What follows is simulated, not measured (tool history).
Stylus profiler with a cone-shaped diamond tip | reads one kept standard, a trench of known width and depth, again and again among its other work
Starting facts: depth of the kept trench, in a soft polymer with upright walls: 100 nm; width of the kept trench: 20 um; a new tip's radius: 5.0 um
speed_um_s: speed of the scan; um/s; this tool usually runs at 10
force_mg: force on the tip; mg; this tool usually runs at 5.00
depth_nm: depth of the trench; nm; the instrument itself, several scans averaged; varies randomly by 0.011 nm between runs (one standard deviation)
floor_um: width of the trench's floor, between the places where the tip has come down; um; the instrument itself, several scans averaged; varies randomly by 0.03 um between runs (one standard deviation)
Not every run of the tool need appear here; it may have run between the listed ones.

Run 1, day 0.000: usual settings. Result: depth_nm 101.81 nm, floor_um 17.94 um.
Run 2, day 0.629: usual settings. Result: depth_nm 101.80 nm, floor_um 17.84 um.
Run 3, day 1.412: usual settings. Result: depth_nm 101.80 nm, floor_um 17.93 um.
Run 4, day 2.021: usual settings. Result: depth_nm 101.80 nm, floor_um 17.95 um.
Run 5, day 2.604: usual settings but speed_um_s 6 um/s. Result: depth_nm 101.81 nm, floor_um 17.89 um.
Run 6, day 3.754: usual settings but force_mg 2.61 mg. Result: depth_nm 101.16 nm, floor_um 17.89 um.
Run 7, day 4.788: usual settings but force_mg 2.61 mg. Result: depth_nm 101.14 nm, floor_um 17.90 um.
Run 8, day 5.700: usual settings but force_mg 3.19 mg. Result: depth_nm 101.31 nm, floor_um 17.88 um.
Run 9, day 7.075: usual settings but speed_um_s 3 um/s, force_mg 5.93 mg. Result: depth_nm 102.00 nm, floor_um 17.91 um.
Run 10, day 8.212: usual settings but speed_um_s 3 um/s, force_mg 2.92 mg. Result: depth_nm 101.22 nm, floor_um 17.91 um.
Run 11, day 9.079: usual settings but speed_um_s 22 um/s, force_mg 8.48 mg. Result: depth_nm 102.59 nm, floor_um 17.88 um.
Run 12, day 9.738: usual settings but speed_um_s 22 um/s, force_mg 8.48 mg. Result: depth_nm 102.56 nm, floor_um 17.90 um.
Run 13, day 11.067: usual settings but speed_um_s 38 um/s, force_mg 9.01 mg. Result: depth_nm 102.72 nm, floor_um 17.91 um.
Run 14, day 12.175: usual settings but speed_um_s 17 um/s, force_mg 1.95 mg. Result: depth_nm 100.93 nm, floor_um 17.82 um.
Run 15, day 12.792: usual settings but speed_um_s 17 um/s, force_mg 1.95 mg. Result: depth_nm 100.91 nm, floor_um 17.82 um.
Run 16, day 14.171: usual settings but speed_um_s 14 um/s, force_mg 2.01 mg. Result: depth_nm 100.95 nm, floor_um 17.85 um.

Here are 5 independent what-if runs from the current tool condition. What would each one return?
Run A, day 14.917: usual settings but speed_um_s 14 um/s, force_mg 10.29 mg. Result: depth_nm ?, floor_um ?.
Run B, day 14.917: usual settings but speed_um_s 5 um/s, force_mg 8.57 mg. Result: depth_nm ?, floor_um ?.
Run C, day 14.917: usual settings but speed_um_s 4 um/s, force_mg 1.99 mg. Result: depth_nm ?, floor_um ?.
Run D, day 14.917: usual settings but force_mg 2.06 mg. Result: depth_nm ?, floor_um ?.
Run E, day 14.917: usual settings but speed_um_s 14 um/s, force_mg 3.28 mg. Result: depth_nm ?, floor_um ?.

run  depth_nm  floor_um
  A    102.94     17.86
  B    102.59     17.80
  C    100.92     17.83
  D    100.94     17.85
  E    101.32     17.82
Had the tool no hidden state, the same runs would have come out as:
run  depth_nm  floor_um
  A    103.03     17.99
  B    102.68     17.92
  C    101.00     17.96
  D    101.02     17.98
  E    101.40     17.95

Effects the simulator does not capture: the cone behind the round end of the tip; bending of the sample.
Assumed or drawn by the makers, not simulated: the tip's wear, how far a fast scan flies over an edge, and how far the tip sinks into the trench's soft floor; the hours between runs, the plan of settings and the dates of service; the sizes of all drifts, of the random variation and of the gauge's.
